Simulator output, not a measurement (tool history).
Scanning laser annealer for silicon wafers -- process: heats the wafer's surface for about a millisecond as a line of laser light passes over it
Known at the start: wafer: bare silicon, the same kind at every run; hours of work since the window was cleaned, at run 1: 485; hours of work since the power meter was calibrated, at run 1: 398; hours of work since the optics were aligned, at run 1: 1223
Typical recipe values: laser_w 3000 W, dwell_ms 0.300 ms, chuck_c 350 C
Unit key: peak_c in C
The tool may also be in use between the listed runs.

| run | hour | laser_w | dwell_ms | chuck_c | hours of work since the window was cleaned | hours of work since the power meter was calibrated | hours of work since the optics were aligned | peak_c |
|---|---|---|---|---|---|---|---|---|
| 1 | 0.0 | 3000 | 0.300 | 350 | 485 | 398 | 1223 | 1142 |
| 2 | 24.3 | 3000 | 0.321 | 350 | 504 | 416 | 1242 | 1170 |
| 3 | 38.0 | 3000 | 0.321 | 350 | 515 | 427 | 1252 | 1171 |
| 4 | 52.2 | 3000 | 0.321 | 350 | 526 | 438 | 1264 | 1172 |
| 5 | 71.6 | 3000 | 0.321 | 350 | 541 | 453 | 1279 | 1169 |
| 6 | 84.1 | 3000 | 0.321 | 350 | 551 | 463 | 1288 | 1167 |
| 7 | 104.3 | 3000 | 0.300 | 350 | 567 | 479 | 1304 | 1142 |
| 8 | 126.7 | 3000 | 0.300 | 350 | 584 | 496 | 1321 | 1139 |
| 9 | 150.3 | 3000 | 0.300 | 350 | 602 | 515 | 1340 | 1141 |
| 10 | 176.2 | 3000 | 0.300 | 350 | 623 | 535 | 1360 | 1139 |
| 11 | 195.9 | 3000 | 0.300 | 350 | 638 | 550 | 1375 | 1140 |
| 12 | 211.4 | 3000 | 0.300 | 312 | 650 | 562 | 1387 | 1095 |
| 13 | 228.6 | 3000 | 0.300 | 312 | 663 | 575 | 1401 | 1098 |
| 14 | 249.2 | 3000 | 0.247 | 350 | 679 | 592 | 1417 | 1063 |
| 15 | 272.7 | 3000 | 0.300 | 350 | 698 | 610 | 1435 | 1134 |
| 16 | 290.1 | 2835 | 0.300 | 350 | 711 | 623 | 1449 | 1088 |
| 17 | 318.4 | 2717 | 0.330 | 384 | 733 | 645 | 1471 | 1118 |
| 18 | 330.0 | 2717 | 0.222 | 337 | 742 | 654 | 1480 | 938 |
| 19 | 343.5 | 3000 | 0.291 | 326 | 753 | 665 | 1490 | 1099 |
|  | 356.3 | window over the wafer cleaned |
| 20 | 357.3 | 3000 | 0.291 | 326 | 1 | 674 | 1499 | 1113 |
| 21 | 383.4 | 3192 | 0.368 | 355 | 21 | 694 | 1520 | 1308 |
| 22 | 395.0 | 3192 | 0.368 | 355 | 30 | 703 | 1529 | 1306 |
| 23 | 407.3 | 3297 | 0.300 | 320 | 40 | 713 | 1538 | 1207 |
| 24 | 423.2 | 2698 | 0.226 | 324 | 52 | 725 | 1551 | 933 |
| 25 | 440.1 | 2581 | 0.248 | 350 | 65 | 739 | 1564 | 958 |
| 26 | 452.4 | 2660 | 0.360 | 342 | 75 | 748 | 1574 | 1103 |
| 27 | 479.0 | 2660 | 0.360 | 342 | 96 | 769 | 1594 | 1104 |
| 28 | 505.4 | 3000 | 0.293 | 350 | 116 | 789 | 1615 | 1134 |
| 29 | 525.4 | 3000 | 0.293 | 350 | 132 | 805 | 1630 | 1134 |
| 30 | 539.4 | 3000 | 0.307 | 350 | 143 | 816 | 1641 | 1155 |
| 31 | 564.9 | 2699 | 0.211 | 338 | 162 | 836 | 1661 | 924 |

Describe how what the log doesn't record of the tool's condition differs between the last listed run preceding each entry between runs and the first listed run following it.
In the gap between runs 19 and 20: window over the wafer cleaned (hour 356.3)
  light that passes the window, % of a clean one's: 98.46 -> 99.92; width of the line over the set one, %: 2.67 -> 2.69
  difference, measured minus the result without the unlogged condition, peak_c: -28 -> -14 C
